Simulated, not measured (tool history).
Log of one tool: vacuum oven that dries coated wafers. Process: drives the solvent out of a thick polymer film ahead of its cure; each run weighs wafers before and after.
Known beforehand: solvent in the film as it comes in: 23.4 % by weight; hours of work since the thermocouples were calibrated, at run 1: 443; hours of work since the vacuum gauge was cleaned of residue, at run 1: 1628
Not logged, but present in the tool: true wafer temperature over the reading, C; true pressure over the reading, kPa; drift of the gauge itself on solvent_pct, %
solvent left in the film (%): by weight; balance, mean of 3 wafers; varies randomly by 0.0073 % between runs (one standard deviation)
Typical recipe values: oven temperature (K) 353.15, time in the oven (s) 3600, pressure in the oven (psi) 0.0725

run,hour,oven temperature (K),time in the oven (s),pressure in the oven (psi),hours of work since the thermocouples were calibrated,hours of work since the vacuum gauge was cleaned of residue,solvent left in the film (%)
1,0.0,353.15,3600,0.0725,443,1628,0.873
2,49.1,353.15,3600,0.0725,480,1665,0.866
3,104.4,353.15,3480,0.0725,522,1706,0.922
4,141.9,353.15,2160,0.0725,550,1735,2.655
5,190.4,359.15,2160,0.0725,586,1771,1.224
6,226.8,353.15,3600,0.0725,614,1799,0.834
7,259.8,343.15,3600,0.0725,639,1824,3.179
8,296.3,343.15,3600,0.0725,666,1851,3.170
9,347.7,353.15,3600,0.0725,705,1890,0.828
10,392.0,353.15,3600,0.0725,738,1923,0.812
11,443.7,353.15,4380,0.0725,777,1962,0.517
12,476.2,353.15,6060,0.0725,802,1987,0.306
13,506.2,353.15,6060,0.0725,824,2009,0.294
14,548.0,353.15,6060,0.1220,856,2041,0.393
# hour 571.1: oven's thermocouples calibrated
15,585.4,353.15,6060,0.1220,11,2067,0.472
16,636.8,353.15,3600,0.0725,49,2106,1.083
17,675.9,353.15,2280,0.0725,79,2135,2.799
18,727.3,353.15,2280,0.0725,118,2174,2.808
19,755.8,356.15,2280,0.0725,139,2196,1.949
20,798.1,340.15,3300,0.0484,171,2227,5.367
21,827.4,346.15,5100,0.1484,193,2250,1.512
22,852.2,359.15,4980,0.0686,212,2268,0.253
23,902.1,349.15,4980,0.0888,249,2306,0.919
24,941.4,349.15,4980,0.0888,279,2335,0.948
25,986.7,349.15,5520,0.2614,313,2370,1.121
26,1014.3,349.15,5520,0.0492,334,2390,0.658
27,1047.1,349.15,4560,0.0492,358,2415,1.004
28,1095.9,349.15,4560,0.0492,395,2452,1.015
29,1138.7,353.15,2460,0.1523,428,2484,2.425
30,1168.5,353.15,2460,0.1523,450,2506,2.426
31,1221.0,355.15,3660,0.0725,489,2546,0.717
32,1278.2,359.15,4920,0.0725,533,2589,0.268
33,1301.9,359.15,4920,0.0606,550,2607,0.254
34,1336.7,357.15,3600,0.0725,577,2633,0.546
35,1382.9,367.15,4140,0.1020,611,2668,0.216
36,1416.6,367.15,4140,0.1020,637,2693,0.212
37,1458.2,351.15,5100,0.1829,668,2725,0.834

Forecast each of these 4 alternatives for the next run:
A,1506.3,357.15,2820,0.0641,704,2761,?
B,1506.3,357.15,5100,0.1829,704,2761,?
C,1506.3,359.15,6060,0.0725,704,2761,?
D,1506.3,342.15,3600,0.0585,704,2761,?

run,solvent left in the film (%)
A,0.935
B,0.490
C,0.263
D,3.715
Without the tool's unlogged condition, the same runs would have read:
run,solvent left in the film (%)
A,0.945
B,0.377
C,0.137
D,3.883
